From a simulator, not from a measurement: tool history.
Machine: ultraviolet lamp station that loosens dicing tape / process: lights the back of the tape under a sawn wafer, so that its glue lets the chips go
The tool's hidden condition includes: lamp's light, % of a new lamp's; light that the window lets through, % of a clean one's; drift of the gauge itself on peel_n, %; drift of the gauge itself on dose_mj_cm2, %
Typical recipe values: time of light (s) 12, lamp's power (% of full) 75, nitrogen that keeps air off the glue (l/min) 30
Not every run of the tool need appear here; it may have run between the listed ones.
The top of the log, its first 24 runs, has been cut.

| run | day | time of light (s) | lamp's power (% of full) | nitrogen that keeps air off the glue (l/min) | hours of work of the lamp | hours of work since the window was cleaned | force that peels the tape off (N) | light that reached the tape (J/m2) |
|---|---|---|---|---|---|---|---|---|
|  | 26.333 | window cleaned of glue's vapour |
| 25 | 26.829 | 8 | 96 | 27 | 1628 | 9 | 0.746 | 1620 |
| 26 | 28.167 | 11 | 96 | 22 | 1653 | 33 | 0.465 | 2210 |
| 27 | 28.971 | 14 | 96 | 16 | 1667 | 48 | 0.343 | 2840 |
| 28 | 29.779 | 20 | 96 | 16 | 1682 | 63 | 0.173 | 4050 |
| 29 | 31.208 | 15 | 77 | 14 | 1708 | 88 | 0.549 | 2370 |
| 30 | 32.608 | 15 | 77 | 14 | 1733 | 114 | 0.595 | 2360 |
| 31 | 33.950 | 20 | 62 | 10 | 1758 | 138 | 0.636 | 2460 |
| 32 | 35.167 | 7 | 99 | 30 | 1780 | 160 | 0.985 | 1340 |
| 33 | 36.275 | 7 | 99 | 30 | 1800 | 180 | 0.965 | 1350 |
|  | 37.662 | window cleaned of glue's vapour |
| 34 | 37.671 | 21 | 95 | 10 | 1825 | 0 | 0.190 | 4170 |
| 35 | 39.417 | 21 | 95 | 10 | 1856 | 32 | 0.212 | 4050 |
| 36 | 40.275 | 21 | 95 | 10 | 1872 | 47 | 0.224 | 4070 |

Alternative continuations, all from the tool just after run 36; predict every row:
| A | 41.150 | 21 | 94 | 25 | 1888 | 63 | ? | ? |
| B | 41.150 | 21 | 95 | 30 | 1888 | 63 | ? | ? |
| C | 41.150 | 9 | 87 | 10 | 1888 | 63 | ? | ? |
| D | 41.150 | 17 | 72 | 19 | 1888 | 63 | ? | ? |

| run | force that peels the tape off (N) | light that reached the tape (J/m2) |
|---|---|---|
| A | 0.143 | 4000 |
| B | 0.141 | 4000 |
| C | 1.331 | 1600 |
| D | 0.406 | 2520 |
Take away the tool's hidden state, keep each run's random variation, and the runs would have read:
| run | force that peels the tape off (N) | light that reached the tape (J/m2) |
|---|---|---|
| A | 0.109 | 5630 |
| B | 0.117 | 5640 |
| C | 0.776 | 2260 |
| D | 0.196 | 3530 |
